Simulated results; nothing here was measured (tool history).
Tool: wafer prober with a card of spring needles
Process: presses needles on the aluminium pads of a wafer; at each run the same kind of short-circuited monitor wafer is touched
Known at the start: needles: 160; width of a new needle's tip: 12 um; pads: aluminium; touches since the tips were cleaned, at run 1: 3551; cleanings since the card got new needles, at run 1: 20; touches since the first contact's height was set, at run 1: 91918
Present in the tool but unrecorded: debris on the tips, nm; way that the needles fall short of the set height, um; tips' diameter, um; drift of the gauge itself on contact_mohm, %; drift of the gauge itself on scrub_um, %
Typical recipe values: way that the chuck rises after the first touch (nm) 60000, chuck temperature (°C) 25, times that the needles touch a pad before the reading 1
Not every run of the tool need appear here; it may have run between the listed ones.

run	hour	way that the chuck rises after the first touch (nm)	chuck temperature (°C)	times that the needles touch a pad before the reading	touches since the tips were cleaned	cleanings since the card got new needles	touches since the first contact's height was set	resistance of one needle with its contact and lead (mohm)	way that a needle slides on the pad (nm)
1	0	60000	25	1	3551	20	91918	141	11230
# hour 2.7: tips cleaned on abrasive film
# hour 16.2: tips cleaned on abrasive film
2	20.9	60000	25	2	1501	22	98555	138	11230
# hour 29.4: tips cleaned on abrasive film
3	32.8	60000	28	1	1099	23	102339	141	11180
# hour 42.6: tips cleaned on abrasive film
4	49.3	60000	28	1	2158	24	107597	138	11220
# hour 56.9: tips cleaned on abrasive film
5	62.7	60000	28	1	1869	25	111882	139	11220
# hour 70.4: tips cleaned on abrasive film
6	74.6	60000	28	1	1363	26	115659	139	11210
# hour 83.4: tips cleaned on abrasive film
# hour 97.3: tips cleaned on abrasive film
7	97.3	54000	28	1	0	28	122875	142	10070
# hour 111.5: tips cleaned on abrasive film
8	112.7	54000	28	1	357	29	127766	141	10110
# hour 124.7: tips cleaned on abrasive film
9	124.7	60000	39	1	0	30	131590	145	11220
# hour 137.6: tips cleaned on abrasive film
# hour 152: tips cleaned on abrasive film
10	152.7	60000	25	1	204	32	140504	137	11200
# hour 165: tips cleaned on abrasive film
11	176	60000	25	1	3526	33	147943	141	11190
# hour 178.1: tips cleaned on abrasive film
# hour 192.6: tips cleaned on abrasive film
12	193.6	60000	25	1	305	35	153531	139	11220
# hour 205.6: tips cleaned on abrasive film
13	212.7	60000	25	1	2279	36	159621	139	11200
# hour 219.3: tips cleaned on abrasive film
14	225.1	51000	96	1	1883	37	163593	156	9530
# hour 233.4: tips cleaned on abrasive film
15	245.2	43000	25	3	3782	38	169992	145	8030
# hour 247.9: tips cleaned on abrasive film
# hour 260.7: tips cleaned on abrasive film
16	272.1	76000	38	2	3636	40	178547	140	14190
# hour 274.3: tips cleaned on abrasive film
# hour 287.3: tips cleaned on abrasive film
# hour 287.6: height of the first contact set anew
17	287.6	76000	38	2	0	42	0	141	14210
# hour 300.7: tips cleaned on abrasive film
18	301.7	76000	104	2	323	43	4470	152	14200
# hour 313.6: tips cleaned on abrasive film
19	323.8	76000	104	2	3291	44	11543	153	14230
# hour 327.9: tips cleaned on abrasive film
20	339.5	42000	25	1	3716	45	16538	144	7870
# hour 341.2: tips cleaned on abrasive film
# hour 355.4: tips cleaned on abrasive film
21	358.6	50000	52	2	1019	47	22594	145	9340
# hour 369.2: tips cleaned on abrasive film
# hour 382.6: tips cleaned on abrasive film
22	386.1	50000	52	2	1105	49	31344	144	9320
# hour 395.7: tips cleaned on abrasive film
# hour 409.3: tips cleaned on abrasive film
23	414.1	73000	32	2	1537	51	40271	139	13660
# hour 422.5: tips cleaned on abrasive film
# hour 435.5: tips cleaned on abrasive film
24	440.9	73000	32	1	1742	53	48824	140	13640

What differs in the tool's unlogged condition from the final listed run ahead of each entry between runs to the first listed run following it?
Between runs 1 and 2: tips cleaned on abrasive film (hour 2.7); tips cleaned on abrasive film (hour 16.2)
  debris on the tips, nm: 0.7 -> 0.4; tips' diameter, um: 12 -> 12.01
Between runs 2 and 3: tips cleaned on abrasive film (hour 29.4)
  debris on the tips, nm: 0.4 -> 0.3; way that the needles fall short of the set height, um: 0.01 -> 0.02
Between runs 3 and 4: tips cleaned on abrasive film (hour 42.6)
  debris on the tips, nm: 0.3 -> 0.5
Between runs 4 and 5: tips cleaned on abrasive film (hour 56.9)
  nothing in the hidden state changes from one run to the other
Between runs 5 and 6: tips cleaned on abrasive film (hour 70.4)
  debris on the tips, nm: 0.5 -> 0.4
Between runs 6 and 7: tips cleaned on abrasive film (hour 83.4); tips cleaned on abrasive film (hour 97.3)
  debris on the tips, nm: 0.4 -> 0
Between runs 7 and 8: tips cleaned on abrasive film (hour 111.5)
  debris on the tips, nm: 0 -> 0.1
Between runs 8 and 9: tips cleaned on abrasive film (hour 124.7)
  debris on the tips, nm: 0.1 -> 0
Between runs 9 and 10: tips cleaned on abrasive film (hour 137.6); tips cleaned on abrasive film (hour 152)
  debris on the tips, nm: 0 -> 0.1
Between runs 10 and 11: tips cleaned on abrasive film (hour 165)
  debris on the tips, nm: 0.1 -> 0.7
Between runs 11 and 12: tips cleaned on abrasive film (hour 178.1); tips cleaned on abrasive film (hour 192.6)
  debris on the tips, nm: 0.7 -> 0.1
Between runs 12 and 13: tips cleaned on abrasive film (hour 205.6)
  debris on the tips, nm: 0.1 -> 0.5; way that the needles fall short of the set height, um: 0.02 -> 0.03
Between runs 13 and 14: tips cleaned on abrasive film (hour 219.3)
  nothing in the hidden state changes from one run to the other
Between runs 14 and 15: tips cleaned on abrasive film (hour 233.4)
  debris on the tips, nm: 0.5 -> 0.8
Between runs 15 and 16: tips cleaned on abrasive film (hour 247.9); tips cleaned on abrasive film (hour 260.7)
  nothing in the hidden state changes from one run to the other
Between runs 16 and 17: tips cleaned on abrasive film (hour 274.3); tips cleaned on abrasive film (hour 287.3); height of the first contact set anew (hour 287.6)
  debris on the tips, nm: 0.8 -> 0.1; way that the needles fall short of the set height, um: 0.03 -> 0
Between runs 17 and 18: tips cleaned on abrasive film (hour 300.7)
  nothing in the hidden state changes from one run to the other
Between runs 18 and 19: tips cleaned on abrasive film (hour 313.6)
  debris on the tips, nm: 0.1 -> 0.7
Between runs 19 and 20: tips cleaned on abrasive film (hour 327.9)
  debris on the tips, nm: 0.7 -> 0.8
Between runs 20 and 21: tips cleaned on abrasive film (hour 341.2); tips cleaned on abrasive film (hour 355.4)
  debris on the tips, nm: 0.8 -> 0.3
Between runs 21 and 22: tips cleaned on abrasive film (hour 369.2); tips cleaned on abrasive film (hour 382.6)
  way that the needles fall short of the set height, um: 0 -> 0.01
Between runs 22 and 23: tips cleaned on abrasive film (hour 395.7); tips cleaned on abrasive film (hour 409.3)
  debris on the tips, nm: 0.3 -> 0.4
Between runs 23 and 24: tips cleaned on abrasive film (hour 422.5); tips cleaned on abrasive film (hour 435.5)
  debris on the tips, nm: 0.4 -> 0.5
